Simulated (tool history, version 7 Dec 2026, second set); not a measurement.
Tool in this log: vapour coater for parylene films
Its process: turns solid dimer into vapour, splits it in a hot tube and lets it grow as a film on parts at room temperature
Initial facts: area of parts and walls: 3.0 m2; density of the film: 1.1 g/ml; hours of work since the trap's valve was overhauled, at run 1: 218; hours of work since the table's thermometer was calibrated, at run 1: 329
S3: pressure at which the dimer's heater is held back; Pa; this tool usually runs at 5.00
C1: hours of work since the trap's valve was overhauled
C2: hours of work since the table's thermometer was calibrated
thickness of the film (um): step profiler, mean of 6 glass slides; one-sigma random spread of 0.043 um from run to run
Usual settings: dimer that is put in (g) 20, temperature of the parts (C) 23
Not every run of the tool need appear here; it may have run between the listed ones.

{"run": 1, "day": 0.0, "dimer that is put in (g)": 20, "temperature of the parts (C)": 23, "S3": 5.0, "C1": 218, "C2": 329, "thickness of the film (um)": 4.7}
{"day": 0.417, "done": "trap's valve overhauled"}
{"run": 2, "day": 2.917, "dimer that is put in (g)": 20, "temperature of the parts (C)": 23, "S3": 5.0, "C1": 50, "C2": 384, "thickness of the film (um)": 4.74}
{"run": 3, "day": 5.512, "dimer that is put in (g)": 20, "temperature of the parts (C)": 23, "S3": 5.0, "C1": 103, "C2": 437, "thickness of the film (um)": 4.68}
{"run": 4, "day": 7.825, "dimer that is put in (g)": 20, "temperature of the parts (C)": 23, "S3": 5.0, "C1": 149, "C2": 483, "thickness of the film (um)": 4.72}
{"run": 5, "day": 9.8, "dimer that is put in (g)": 20, "temperature of the parts (C)": 23, "S3": 5.0, "C1": 189, "C2": 523, "thickness of the film (um)": 4.61}
{"day": 11.667, "done": "trap's valve overhauled"}
{"run": 6, "day": 13.179, "dimer that is put in (g)": 20, "temperature of the parts (C)": 23, "S3": 5.0, "C1": 30, "C2": 588, "thickness of the film (um)": 4.63}
{"run": 7, "day": 15.846, "dimer that is put in (g)": 20, "temperature of the parts (C)": 23, "S3": 5.0, "C1": 84, "C2": 642, "thickness of the film (um)": 4.7}
{"run": 8, "day": 18.029, "dimer that is put in (g)": 20, "temperature of the parts (C)": 23, "S3": 5.0, "C1": 128, "C2": 686, "thickness of the film (um)": 4.72}
{"run": 9, "day": 21.275, "dimer that is put in (g)": 20, "temperature of the parts (C)": 23, "S3": 5.0, "C1": 194, "C2": 751, "thickness of the film (um)": 4.65}
{"day": 22.875, "done": "trap's valve overhauled"}
{"run": 10, "day": 24.271, "dimer that is put in (g)": 20, "temperature of the parts (C)": 23, "S3": 5.0, "C1": 28, "C2": 808, "thickness of the film (um)": 4.73}
{"run": 11, "day": 27.575, "dimer that is put in (g)": 20, "temperature of the parts (C)": 23, "S3": 5.0, "C1": 95, "C2": 875, "thickness of the film (um)": 4.7}
{"run": 12, "day": 30.0, "dimer that is put in (g)": 20, "temperature of the parts (C)": 23, "S3": 5.0, "C1": 144, "C2": 924, "thickness of the film (um)": 4.63}
{"run": 13, "day": 31.971, "dimer that is put in (g)": 20, "temperature of the parts (C)": 23, "S3": 5.0, "C1": 183, "C2": 963, "thickness of the film (um)": 4.62}
{"day": 34.083, "done": "trap's valve overhauled"}
{"run": 14, "day": 35.096, "dimer that is put in (g)": 20, "temperature of the parts (C)": 23, "S3": 2.44, "C1": 20, "C2": 1023, "thickness of the film (um)": 5.52}
{"run": 15, "day": 38.346, "dimer that is put in (g)": 20, "temperature of the parts (C)": 23, "S3": 2.44, "C1": 86, "C2": 1089, "thickness of the film (um)": 5.51}
{"run": 16, "day": 41.592, "dimer that is put in (g)": 20, "temperature of the parts (C)": 23, "S3": 2.34, "C1": 151, "C2": 1154, "thickness of the film (um)": 5.62}
{"run": 17, "day": 43.908, "dimer that is put in (g)": 20, "temperature of the parts (C)": 23, "S3": 5.0, "C1": 198, "C2": 1201, "thickness of the film (um)": 4.62}
{"day": 45.371, "done": "trap's valve overhauled"}
{"run": 18, "day": 46.129, "dimer that is put in (g)": 20, "temperature of the parts (C)": 23, "S3": 5.0, "C1": 15, "C2": 1242, "thickness of the film (um)": 4.66}
{"run": 19, "day": 47.562, "dimer that is put in (g)": 20, "temperature of the parts (C)": 23, "S3": 5.0, "C1": 44, "C2": 1271, "thickness of the film (um)": 4.69}
{"run": 20, "day": 50.117, "dimer that is put in (g)": 20, "temperature of the parts (C)": 23, "S3": 5.0, "C1": 96, "C2": 1323, "thickness of the film (um)": 4.64}
{"run": 21, "day": 51.692, "dimer that is put in (g)": 20, "temperature of the parts (C)": 23, "S3": 5.0, "C1": 127, "C2": 1354, "thickness of the film (um)": 4.6}
{"run": 22, "day": 54.283, "dimer that is put in (g)": 20, "temperature of the parts (C)": 23, "S3": 5.0, "C1": 180, "C2": 1407, "thickness of the film (um)": 4.65}
{"run": 23, "day": 56.25, "dimer that is put in (g)": 20, "temperature of the parts (C)": 23, "S3": 5.0, "C1": 219, "C2": 1446, "thickness of the film (um)": 4.71}
{"day": 56.612, "done": "trap's valve overhauled"}
{"run": 24, "day": 58.771, "dimer that is put in (g)": 20, "temperature of the parts (C)": 23, "S3": 5.0, "C1": 44, "C2": 1494, "thickness of the film (um)": 4.73}
{"run": 25, "day": 61.912, "dimer that is put in (g)": 13, "temperature of the parts (C)": 23, "S3": 5.0, "C1": 107, "C2": 1557, "thickness of the film (um)": 3.11}
{"run": 26, "day": 64.212, "dimer that is put in (g)": 20, "temperature of the parts (C)": 17, "S3": 5.24, "C1": 153, "C2": 1603, "thickness of the film (um)": 5.35}
{"run": 27, "day": 65.883, "dimer that is put in (g)": 22, "temperature of the parts (C)": 23, "S3": 6.12, "C1": 187, "C2": 1637, "thickness of the film (um)": 4.88}
{"day": 67.883, "done": "trap's valve overhauled"}
{"run": 28, "day": 69.304, "dimer that is put in (g)": 22, "temperature of the parts (C)": 23, "S3": 6.12, "C1": 29, "C2": 1703, "thickness of the film (um)": 4.94}
{"run": 29, "day": 70.725, "dimer that is put in (g)": 14, "temperature of the parts (C)": 30, "S3": 3.93, "C1": 57, "C2": 1731, "thickness of the film (um)": 2.91}
{"run": 30, "day": 73.579, "dimer that is put in (g)": 14, "temperature of the parts (C)": 28, "S3": 3.93, "C1": 115, "C2": 1789, "thickness of the film (um)": 3.05}
{"run": 31, "day": 75.971, "dimer that is put in (g)": 14, "temperature of the parts (C)": 28, "S3": 10.0, "C1": 163, "C2": 1837, "thickness of the film (um)": 2.46}
{"run": 32, "day": 77.538, "dimer that is put in (g)": 14, "temperature of the parts (C)": 28, "S3": 10.0, "C1": 195, "C2": 1869, "thickness of the film (um)": 2.5}
{"day": 79.117, "done": "trap's valve overhauled"}
{"run": 33, "day": 80.621, "dimer that is put in (g)": 13, "temperature of the parts (C)": 17, "S3": 3.37, "C1": 30, "C2": 1928, "thickness of the film (um)": 3.89}
{"run": 34, "day": 82.921, "dimer that is put in (g)": 13, "temperature of the parts (C)": 19, "S3": 3.75, "C1": 77, "C2": 1974, "thickness of the film (um)": 3.53}
{"run": 35, "day": 85.754, "dimer that is put in (g)": 13, "temperature of the parts (C)": 19, "S3": 3.75, "C1": 134, "C2": 2031, "thickness of the film (um)": 3.5}
{"run": 36, "day": 89.171, "dimer that is put in (g)": 13, "temperature of the parts (C)": 19, "S3": 3.75, "C1": 203, "C2": 2100, "thickness of the film (um)": 3.55}
{"day": 90.288, "done": "trap's valve overhauled"}
{"run": 37, "day": 91.217, "dimer that is put in (g)": 26, "temperature of the parts (C)": 34, "S3": 10.04, "C1": 19, "C2": 2138, "thickness of the film (um)": 3.97}
{"run": 38, "day": 94.5, "dimer that is put in (g)": 14, "temperature of the parts (C)": 32, "S3": 3.2, "C1": 85, "C2": 2204, "thickness of the film (um)": 2.95}
{"run": 39, "day": 97.167, "dimer that is put in (g)": 22, "temperature of the parts (C)": 16, "S3": 5.72, "C1": 139, "C2": 2258, "thickness of the film (um)": 5.91}
{"run": 40, "day": 99.188, "dimer that is put in (g)": 22, "temperature of the parts (C)": 16, "S3": 5.72, "C1": 179, "C2": 2299, "thickness of the film (um)": 5.87}
{"day": 100.267, "done": "table's thermometer calibrated"}
{"day": 101.638, "done": "trap's valve overhauled"}
{"run": 41, "day": 102.817, "dimer that is put in (g)": 18, "temperature of the parts (C)": 26, "S3": 3.15, "C1": 24, "C2": 48, "thickness of the film (um)": 4.37}
{"run": 42, "day": 105.717, "dimer that is put in (g)": 20, "temperature of the parts (C)": 17, "S3": 2.1, "C1": 82, "C2": 107, "thickness of the film (um)": 5.98}
{"run": 43, "day": 108.408, "dimer that is put in (g)": 20, "temperature of the parts (C)": 17, "S3": 2.1, "C1": 137, "C2": 161, "thickness of the film (um)": 5.95}
{"run": 44, "day": 111.458, "dimer that is put in (g)": 20, "temperature of the parts (C)": 17, "S3": 2.1, "C1": 198, "C2": 222, "thickness of the film (um)": 5.97}
{"day": 112.979, "done": "trap's valve overhauled"}
{"run": 45, "day": 113.238, "dimer that is put in (g)": 10, "temperature of the parts (C)": 23, "S3": 5.0, "C1": 5, "C2": 255, "thickness of the film (um)": 2.29}

Predict each of these 3 candidate next runs independently; none follows another, all start after run 45:
{"run": "A", "day": 116.429, "dimer that is put in (g)": 23, "temperature of the parts (C)": 23, "S3": 5.0, "C1": 70, "C2": 319, "thickness of the film (um)": "?"}
{"run": "B", "day": 116.429, "dimer that is put in (g)": 28, "temperature of the parts (C)": 19, "S3": 5.0, "C1": 70, "C2": 319, "thickness of the film (um)": "?"}
{"run": "C", "day": 116.429, "dimer that is put in (g)": 10, "temperature of the parts (C)": 15, "S3": 5.0, "C1": 70, "C2": 319, "thickness of the film (um)": "?"}

run=A thickness_of_the_film_(um)=5.47
run=B thickness_of_the_film_(um)=7.31
run=C thickness_of_the_film_(um)=2.81
Had the tool no hidden state, the same runs would have come out as:
run=A thickness_of_the_film_(um)=5.48
run=B thickness_of_the_film_(um)=7.32
run=C thickness_of_the_film_(um)=2.82
